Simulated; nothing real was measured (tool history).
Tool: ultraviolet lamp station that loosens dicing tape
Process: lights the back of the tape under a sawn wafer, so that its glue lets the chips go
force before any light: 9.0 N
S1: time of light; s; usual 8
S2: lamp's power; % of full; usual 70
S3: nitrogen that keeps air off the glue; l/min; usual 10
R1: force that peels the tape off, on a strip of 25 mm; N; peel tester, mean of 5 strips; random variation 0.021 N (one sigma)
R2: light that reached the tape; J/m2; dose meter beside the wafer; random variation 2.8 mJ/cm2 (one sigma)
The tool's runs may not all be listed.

{"run": 1, "hour": 0.0, "S1": 8, "S2": 70, "S3": 10, "R1": 1.141, "R2": 3620}
{"run": 2, "hour": 5.1, "S1": 8, "S2": 70, "S3": 10, "R1": 1.204, "R2": 3600}
{"run": 3, "hour": 14.8, "S1": 8, "S2": 70, "S3": 10, "R1": 1.156, "R2": 3600}
{"run": 4, "hour": 24.6, "S1": 8, "S2": 70, "S3": 10, "R1": 1.157, "R2": 3590}
{"run": 5, "hour": 31.4, "S1": 8, "S2": 70, "S3": 10, "R1": 1.149, "R2": 3620}
{"run": 6, "hour": 35.6, "S1": 8, "S2": 70, "S3": 10, "R1": 1.14, "R2": 3570}
{"run": 7, "hour": 43.5, "S1": 8, "S2": 70, "S3": 10, "R1": 1.18, "R2": 3560}
{"run": 8, "hour": 48.4, "S1": 8, "S2": 70, "S3": 10, "R1": 1.166, "R2": 3500}
{"run": 9, "hour": 54.3, "S1": 8, "S2": 70, "S3": 10, "R1": 1.145, "R2": 3490}
{"run": 10, "hour": 62.0, "S1": 8, "S2": 70, "S3": 10, "R1": 1.188, "R2": 3520}
{"run": 11, "hour": 66.5, "S1": 8, "S2": 70, "S3": 10, "R1": 1.173, "R2": 3560}
{"run": 12, "hour": 75.9, "S1": 8, "S2": 70, "S3": 10, "R1": 1.146, "R2": 3550}
{"run": 13, "hour": 81.6, "S1": 12, "S2": 70, "S3": 10, "R1": 0.536, "R2": 5270}
{"run": 14, "hour": 86.4, "S1": 12, "S2": 70, "S3": 10, "R1": 0.541, "R2": 5310}
{"run": 15, "hour": 92.0, "S1": 8, "S2": 70, "S3": 10, "R1": 1.215, "R2": 3490}
{"run": 16, "hour": 101.6, "S1": 8, "S2": 70, "S3": 10, "R1": 1.125, "R2": 3490}
{"run": 17, "hour": 107.2, "S1": 8, "S2": 70, "S3": 10, "R1": 1.202, "R2": 3480}
{"run": 18, "hour": 111.6, "S1": 8, "S2": 70, "S3": 10, "R1": 1.17, "R2": 3490}
{"run": 19, "hour": 120.2, "S1": 8, "S2": 70, "S3": 10, "R1": 1.152, "R2": 3460}
{"run": 20, "hour": 126.5, "S1": 14, "S2": 70, "S3": 10, "R1": 0.424, "R2": 6120}
{"run": 21, "hour": 131.4, "S1": 11, "S2": 98, "S3": 12, "R1": 0.348, "R2": 6520}
{"run": 22, "hour": 135.8, "S1": 8, "S2": 77, "S3": 18, "R1": 0.736, "R2": 3740}
{"run": 23, "hour": 139.9, "S1": 8, "S2": 77, "S3": 18, "R1": 0.749, "R2": 3760}
{"run": 24, "hour": 146.2, "S1": 7, "S2": 77, "S3": 18, "R1": 0.956, "R2": 3300}
{"run": 25, "hour": 152.8, "S1": 7, "S2": 77, "S3": 18, "R1": 0.877, "R2": 3400}
{"run": 26, "hour": 159.0, "S1": 6, "S2": 96, "S3": 10, "R1": 1.1, "R2": 3630}
{"run": 27, "hour": 165.9, "S1": 8, "S2": 68, "S3": 6, "R1": 1.669, "R2": 3460}
{"run": 28, "hour": 172.7, "S1": 11, "S2": 100, "S3": 10, "R1": 0.365, "R2": 7030}
{"run": 29, "hour": 182.6, "S1": 11, "S2": 100, "S3": 10, "R1": 0.343, "R2": 6980}
{"run": 30, "hour": 188.8, "S1": 10, "S2": 100, "S3": 7, "R1": 0.503, "R2": 6350}
{"run": 31, "hour": 193.2, "S1": 8, "S2": 70, "S3": 4, "R1": 2.036, "R2": 3550}
{"run": 32, "hour": 198.8, "S1": 6, "S2": 75, "S3": 9, "R1": 1.809, "R2": 2820}
{"run": 33, "hour": 206.0, "S1": 8, "S2": 88, "S3": 10, "R1": 0.791, "R2": 4450}
{"run": 34, "hour": 212.3, "S1": 13, "S2": 97, "S3": 5, "R1": 0.433, "R2": 7890}
{"run": 35, "hour": 217.8, "S1": 13, "S2": 75, "S3": 7, "R1": 0.527, "R2": 6100}
{"run": 36, "hour": 225.6, "S1": 15, "S2": 75, "S3": 19, "R1": 0.286, "R2": 7030}
{"run": 37, "hour": 231.4, "S1": 14, "S2": 70, "S3": 10, "R1": 0.423, "R2": 6100}
{"run": 38, "hour": 241.0, "S1": 5, "S2": 70, "S3": 10, "R1": 2.405, "R2": 2190}

Not shown: 2 entries that the log had between the listed runs. Between which runs, and how does the tool's hidden state differ before and after?
Between runs 20 and 21: window cleaned of glue's vapour (hour 127.5)
  lamp's light, % of a new lamp's: 94.4 -> 94.3; light that the window lets through, % of a clean one's: 96.3 -> 93.8
  measured less the result without the state, R1: +0.057 -> +0.045 N; R2: -620 -> -860 J/m2
Between runs 24 and 25: window cleaned of glue's vapour, once more (hour 147.6)
  lamp's light, % of a new lamp's: 94.1 -> 94; light that the window lets through, % of a clean one's: 93.7 -> 99
  measured less the result without the state, R1: +0.203 -> +0.112 N; R2: -440 -> -250 J/m2
